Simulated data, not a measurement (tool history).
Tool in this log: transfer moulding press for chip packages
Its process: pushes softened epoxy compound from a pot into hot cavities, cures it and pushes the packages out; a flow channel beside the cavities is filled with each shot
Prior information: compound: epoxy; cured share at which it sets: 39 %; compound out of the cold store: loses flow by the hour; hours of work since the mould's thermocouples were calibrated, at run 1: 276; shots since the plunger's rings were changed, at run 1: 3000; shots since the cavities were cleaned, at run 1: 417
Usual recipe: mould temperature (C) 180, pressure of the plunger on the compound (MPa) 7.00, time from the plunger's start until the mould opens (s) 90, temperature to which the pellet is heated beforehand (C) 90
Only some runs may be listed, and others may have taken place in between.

run     day  mould temperature (C)  pressure of the plunger on the compound (MPa)  time from the plunger's start until the mould opens (s)  temperature to which the pellet is heated beforehand (C)  hours of work since the mould's thermocouples were calibrated  shots since the plunger's rings were changed  shots since the cavities were cleaned  incoming compound's hours out of the cold store  length that the compound runs in the flow channel (mm)  greatest force on the pins that push the packages out (N)
  1   0.000                    180                                           7.00                                                       90                                                        90                                                            276                                          3000                                    417                                             13.5                                                     941                                                        310
      0.746  -- plunger's sealing rings changed
      0.975  -- cavities cleaned with cleaning compound and waxed
  2   2.058                    180                                           6.93                                                       90                                                        90                                                            306                                           360                                    312                                             23.4                                                     950                                                        368
      3.338  -- cavities cleaned with cleaning compound and waxed
  3   4.888                    180                                           7.00                                                       90                                                        90                                                            350                                          1159                                    447                                             27.3                                                     938                                                        303
      5.596  -- cavities cleaned with cleaning compound and waxed
      6.329  -- cavities cleaned with cleaning compound and waxed, once more
  4   6.808                    180                                           7.00                                                       90                                                        90                                                            379                                          1678                                    139                                             11.6                                                     961                                                        277
      8.771  -- cavities cleaned with cleaning compound and waxed
  5   9.588                    180                                           7.00                                                       90                                                        81                                                            423                                          2463                                    237                                             37.7                                                     900                                                        278
     11.075  -- cavities cleaned with cleaning compound and waxed
     12.088  -- plunger's sealing rings changed
  6  12.088                    180                                           7.00                                                       90                                                        81                                                            460                                             0                                    263                                             19.2                                                     966                                                        307
     13.379  -- cavities cleaned with cleaning compound and waxed
  7  13.821                    180                                           7.00                                                       90                                                        81                                                            487                                           482                                    127                                             32.3                                                     939                                                        263
     15.658  -- cavities cleaned with cleaning compound and waxed
  8  17.200                    180                                           7.00                                                       90                                                        81                                                            540                                          1440                                    446                                             16.0                                                     955                                                        325
     17.975  -- cavities cleaned with cleaning compound and waxed
  9  19.392                    180                                           7.00                                                       90                                                        81                                                            574                                          2054                                    409                                             15.1                                                     950                                                        323
     20.250  -- cavities cleaned with cleaning compound and waxed
     22.517  -- cavities cleaned with cleaning compound and waxed
 10  22.529                    180                                           7.00                                                       90                                                        90                                                            622                                          2924                                      4                                              8.1                                                     949                                                        263
     23.325  -- plunger's sealing rings changed
     24.900  -- cavities cleaned with cleaning compound and waxed
 11  25.200                    174                                           8.40                                                       90                                                        99                                                            662                                           524                                     87                                             34.3                                                    1048                                                        404
     25.983  -- mould's thermocouples calibrated
     27.204  -- cavities cleaned with cleaning compound and waxed
 12  28.667                    174                                           8.40                                                       90                                                        99                                                             42                                          1483                                    423                                             18.4                                                    1063                                                        443
     29.454  -- cavities cleaned with cleaning compound and waxed
 13  30.446                    180                                           7.00                                                      101                                                        97                                                             69                                          1979                                    287                                             21.1                                                     934                                                        227
     31.788  -- cavities cleaned with cleaning compound and waxed
 14  32.071                    180                                           7.00                                                      126                                                        97                                                             94                                          2430                                     83                                              9.5                                                     952                                                        176
     34.100  -- cavities cleaned with cleaning compound and waxed
 15  34.104                    182                                           5.31                                                      126                                                       100                                                            126                                          2999                                      1                                             33.8                                                     777                                                        168
     34.796  -- plunger's sealing rings changed
 16  35.858                    180                                           7.00                                                       71                                                        90                                                            152                                           307                                    477                                             38.5                                                     926                                                        502
     36.425  -- cavities cleaned with cleaning compound and waxed
     38.804  -- cavities cleaned with cleaning compound and waxed
 17  39.296                    180                                           8.58                                                       90                                                        84                                                            205                                          1263                                    142                                             36.3                                                    1016                                                        256
     41.062  -- cavities cleaned with cleaning compound and waxed
 18  42.175                    184                                           8.58                                                       90                                                        84                                                            251                                          2077                                    322                                             45.0                                                     979                                                        233
     43.421  -- cavities cleaned with cleaning compound and waxed
 19  45.496                    184                                           8.58                                                       90                                                        84                                                            303                                          3018                                    600                                             17.7                                                    1016                                                        253
     45.846  -- cavities cleaned with cleaning compound and waxed
     46.183  -- plunger's sealing rings changed
 20  47.167                    174                                           8.58                                                       90                                                        84                                                            327                                           284                                    351                                             14.2                                                    1099                                                        500

Same runs, no hidden state in the tool, same run-to-run variation:
Unlogged tool condition in this case: true mould temperature over the reading, C; pressure that reaches the compound, % of what is set; grip of the stained cavities, % over clean ones'; drift of the gauge itself on flow_mm, %; drift of the gauge itself on push_out_n, %.
run  length that the compound runs in the flow channel (mm)  greatest force on the pins that push the packages out (N)
  1                                                     978                                                        241
  2                                                     955                                                        234
  3                                                     953                                                        232
  4                                                     983                                                        241
  5                                                     932                                                        231
  6                                                     967                                                        251
  7                                                     945                                                        224
  8                                                     973                                                        245
  9                                                     976                                                        243
 10                                                     987                                                        238
 11                                                    1052                                                        353
 12                                                    1085                                                        364
 13                                                     960                                                        194
 14                                                     985                                                        166
 15                                                     810                                                        167
 16                                                     931                                                        404
 17                                                    1034                                                        235
 18                                                    1007                                                        198
 19                                                    1058                                                        194
 20                                                    1107                                                        406
